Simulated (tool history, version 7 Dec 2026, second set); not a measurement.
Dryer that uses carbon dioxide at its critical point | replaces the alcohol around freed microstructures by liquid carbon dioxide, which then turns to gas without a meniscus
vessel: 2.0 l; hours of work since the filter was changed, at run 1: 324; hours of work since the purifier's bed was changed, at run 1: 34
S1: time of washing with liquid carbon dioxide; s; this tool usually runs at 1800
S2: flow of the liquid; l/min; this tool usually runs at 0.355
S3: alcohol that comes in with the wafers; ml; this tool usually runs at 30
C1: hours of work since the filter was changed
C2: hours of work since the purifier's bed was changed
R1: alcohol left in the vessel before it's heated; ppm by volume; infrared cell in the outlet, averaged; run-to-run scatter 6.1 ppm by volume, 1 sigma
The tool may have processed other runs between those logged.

run   hour    S1     S2   S3   C1   C2    R1
  1      0  1800  0.355   30  324   34   273
  2     33  1800  0.355  112  347   58   999
  3   47.6  1800  0.355  112  358   68  1012
  4   80.2  1800  0.355  112  381   92  1026
  5  111.9  1800  0.355  112  404  114  1005
  6  142.7  1800  0.355   30  427  137   293
  7  163.3  1800  0.223   30  441  151  1231
  8  183.3  1800  0.223   30  456  166  1288
  9  199.9  1800  0.355   30  468  178   298
 10  221.4  1800  0.355   26  483  193   261
 11  243.1  1800  0.355   26  499  209   267
 12  256.6  1260  0.355   25  509  219   810
 13  286.2  2220  0.454   39  530  240    68
 14  302.7  1920  0.454   22  542  252    80
 15  324.2  2760  0.355   30  557  267    73
 16  340.1  2760  0.588   63  569  279    38
     352.7  -- inlet filter changed
 17  362.1  2760  0.588   63    7  294    39
 18  378.4  1140  0.588   47   19  306   322
 19  394.3  1140  0.463   47   30  317   785
 20  425.8  2400  0.584   36   53  340    41

Run by run, hidden condition taken away, random variation retained:
The hidden state here: flow that reaches the vessel past the clogged filter, %; alcohol in the recycled carbon dioxide, ppm; drift of the gauge itself on alcohol_ppm, %.
run    R1
  1   237
  2   866
  3   874
  4   878
  5   850
  6   236
  7  1093
  8  1139
  9   233
 10   199
 11   202
 12   687
 13    33
 14    41
 15    34
 16     7
 17     8
 18   286
 19   740
 20     6
